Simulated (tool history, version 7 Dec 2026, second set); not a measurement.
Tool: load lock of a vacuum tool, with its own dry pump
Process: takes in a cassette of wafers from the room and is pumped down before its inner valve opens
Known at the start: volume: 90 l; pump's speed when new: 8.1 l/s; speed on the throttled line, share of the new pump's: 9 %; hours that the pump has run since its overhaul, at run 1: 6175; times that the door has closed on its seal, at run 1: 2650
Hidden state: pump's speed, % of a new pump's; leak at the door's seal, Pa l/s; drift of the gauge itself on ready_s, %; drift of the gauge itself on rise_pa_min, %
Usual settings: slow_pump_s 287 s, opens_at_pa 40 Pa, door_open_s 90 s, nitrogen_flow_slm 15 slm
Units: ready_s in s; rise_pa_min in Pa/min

run    hour  slow_pump_s  opens_at_pa  door_open_s  nitrogen_flow_slm  hours that the pump has run since its overhaul  times that the door has closed on its seal  incoming humidity of the room's air, %  ready_s  rise_pa_min
  1     0.0          287           40           90                 15                                            6175                                        2650                                    45.4    349.3        0.035
  2    76.3          287           40           90                 15                                            6252                                        2945                                    44.9    349.5        0.034
  3   121.3          287           40          106                 15                                            6297                                        3119                                    46.3    349.5        0.036
  4   180.1          432           40           90                 15                                            6356                                        3345                                    44.0    481.1        0.027
  5   257.3          432           40           90                 15                                            6433                                        3643                                    44.4    480.7        0.033
  6   366.9          432           40           42                 15                                            6542                                        4066                                    43.5    479.9        0.027
  7   439.7          287           40           90                 15                                            6615                                        4347                                    45.1    349.8        0.036
  8   521.8          287           40           90                 15                                            6697                                        4664                                    46.3    349.3        0.036
  9   579.9          287           40           90                 26                                            6755                                        4887                                    45.3    349.7        0.030
 10   674.0          287           40           90                 26                                            6849                                        5250                                    43.1    349.7        0.032
 11   768.0          287           40           90                 26                                            6943                                        5613                                    43.5    349.8        0.037
 12   831.7          171           38           42                  9                                            7007                                        5859                                    45.6    245.0        0.045
 13   919.9          280           31           90                 15                                            7095                                        6199                                    43.2    346.4        0.046
 14  1012.3          287           41          119                 15                                            7188                                        6555                                    43.7    349.6        0.051
 15  1114.9          403           55           53                 22                                            7290                                        6951                                    45.4    450.9        0.036
 16  1221.3          327           43           90                 15                                            7397                                        7362                                    40.8    384.8        0.054
 17  1269.0          348           43           33                 15                                            7444                                        7546                                    44.7    403.5        0.044

Forecast each of these 4 alternatives for the next run:
  A  1358.0          391           41           92                 15                                            7533                                        7889                                    47.2        ?            ?
  B  1358.0          446           55           33                 22                                            7533                                        7889                                    41.7        ?            ?
  C  1358.0          348           43           40                  7                                            7533                                        7889                                    47.2        ?            ?
  D  1358.0          415           59           33                 27                                            7533                                        7889                                    42.2        ?            ?

run  ready_s  rise_pa_min
  A    443.5        0.056
  B    489.7        0.036
  C    403.8        0.051
  D    460.9        0.046
Without the tool's hidden state the same runs would have given:
run  ready_s  rise_pa_min
  A    442.1        0.026
  B    488.5        0.006
  C    402.3        0.021
  D    459.7        0.015
